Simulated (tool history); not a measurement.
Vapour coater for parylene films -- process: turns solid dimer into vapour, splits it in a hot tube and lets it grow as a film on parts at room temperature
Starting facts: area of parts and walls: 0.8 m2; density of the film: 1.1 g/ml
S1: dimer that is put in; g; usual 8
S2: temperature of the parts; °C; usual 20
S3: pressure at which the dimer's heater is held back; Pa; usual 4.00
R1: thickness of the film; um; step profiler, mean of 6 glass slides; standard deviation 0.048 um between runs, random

run	hour	S1	S2	S3	R1
1	0.0	8	20	4.00	5.22
2	13.5	8	20	4.00	5.13
3	25.2	8	20	4.00	5.08
4	38.0	8	20	4.00	5.11
5	48.4	8	20	4.00	5.11
6	56.2	8	20	4.00	5.09
7	70.0	8	20	4.00	5.14
8	77.3	8	20	4.00	5.18
9	90.3	8	20	4.08	5.15
10	103.6	8	20	4.08	5.08
11	113.7	8	20	3.99	5.03
12	129.2	8	20	3.99	5.08
13	142.2	8	20	3.99	5.06
14	150.4	8	20	3.99	4.99
15	162.1	6	17	7.91	3.77
16	173.7	6	17	7.91	3.82
17	182.6	6	17	7.91	3.84
18	192.2	6	17	7.91	3.82
19	206.4	6	17	7.91	3.78
20	222.6	4	15	4.00	2.89
21	232.7	4	15	4.64	2.80
22	247.8	4	15	4.64	2.82
23	262.0	8	18	4.00	5.35
24	272.1	8	23	4.00	4.64
25	286.4	12	19	4.44	7.60
26	302.4	12	19	4.44	7.65

4 options for the next run, each taken on its own from the tool as it stands now. Forecast them:
A	315.3	6	19	4.44	?
B	315.3	8	20	4.49	?
C	315.3	8	16	2.13	?
D	315.3	10	28	11.11	?

run	R1
A	3.83
B	4.92
C	5.79
D	4.67
With no hidden state in the tool, these same runs would have given:
run	R1
A	4.20
B	5.39
C	6.36
D	5.12

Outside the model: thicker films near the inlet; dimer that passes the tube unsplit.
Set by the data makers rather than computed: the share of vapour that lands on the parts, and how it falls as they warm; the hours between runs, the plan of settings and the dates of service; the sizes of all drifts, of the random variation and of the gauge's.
